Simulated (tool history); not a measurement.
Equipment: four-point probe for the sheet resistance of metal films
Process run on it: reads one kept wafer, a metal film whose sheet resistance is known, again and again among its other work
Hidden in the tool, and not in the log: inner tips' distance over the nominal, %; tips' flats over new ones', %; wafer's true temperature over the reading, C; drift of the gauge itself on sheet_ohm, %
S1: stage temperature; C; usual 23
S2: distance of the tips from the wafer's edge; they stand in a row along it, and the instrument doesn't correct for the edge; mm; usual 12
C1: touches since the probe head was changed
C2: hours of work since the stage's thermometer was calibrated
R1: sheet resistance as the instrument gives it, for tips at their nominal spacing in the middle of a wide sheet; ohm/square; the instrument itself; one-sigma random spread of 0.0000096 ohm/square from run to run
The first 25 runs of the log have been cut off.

run 26 day=57.754 | S1=23 S2=4 | C1=127326 C2=209 | R1=0.049194
run 27 day=59.762 | S1=32 S2=21 | C1=129517 C2=237 | R1=0.048214
run 28 day=62.117 | S1=18 S2=8 | C1=132085 C2=269 | R1=0.049254
-- day=63.279 new probe head fitted
run 29 day=63.683 | S1=18 S2=8 | C1=441 C2=290 | R1=0.048377
run 30 day=66.738 | S1=18 S2=8 | C1=3770 C2=332 | R1=0.048392
run 31 day=69.829 | S1=24 S2=10 | C1=7139 C2=375 | R1=0.047964
run 32 day=71.612 | S1=26 S2=12 | C1=9084 C2=400 | R1=0.047808
run 33 day=73.304 | S1=24 S2=25 | C1=10929 C2=423 | R1=0.047933
run 34 day=76.421 | S1=23 S2=17 | C1=14325 C2=466 | R1=0.04803
run 35 day=79.221 | S1=26 S2=64 | C1=17376 C2=505 | R1=0.047835
run 36 day=80.775 | S1=24 S2=63 | C1=19070 C2=526 | R1=0.047977
run 37 day=82.421 | S1=31 S2=53 | C1=20864 C2=549 | R1=0.047522
run 38 day=84.308 | S1=30 S2=9 | C1=22922 C2=575 | R1=0.047681
run 39 day=86.967 | S1=29 S2=7 | C1=25818 C2=612 | R1=0.047822
run 40 day=89.871 | S1=24 S2=4 | C1=28982 C2=652 | R1=0.048428
run 41 day=92.217 | S1=23 S2=13 | C1=31541 C2=684 | R1=0.048137

Alternative continuations, all from the tool just after run 41; predict every row:
run A day=94.938 | S1=32 S2=6 | C1=34505 C2=722 | R1=?
run B day=94.938 | S1=34 S2=11 | C1=34505 C2=722 | R1=?
run C day=94.938 | S1=35 S2=18 | C1=34505 C2=722 | R1=?
run D day=94.938 | S1=23 S2=51 | C1=34505 C2=722 | R1=?
run E day=94.938 | S1=23 S2=15 | C1=34505 C2=722 | R1=?

run=A R1=0.047718
run=B R1=0.047465
run=C R1=0.04735
run=D R1=0.048144
run=E R1=0.048131
With no hidden state in the tool, these same runs would have given:
run=A R1=0.047698
run=B R1=0.047444
run=C R1=0.04733
run=D R1=0.048123
run=E R1=0.04811

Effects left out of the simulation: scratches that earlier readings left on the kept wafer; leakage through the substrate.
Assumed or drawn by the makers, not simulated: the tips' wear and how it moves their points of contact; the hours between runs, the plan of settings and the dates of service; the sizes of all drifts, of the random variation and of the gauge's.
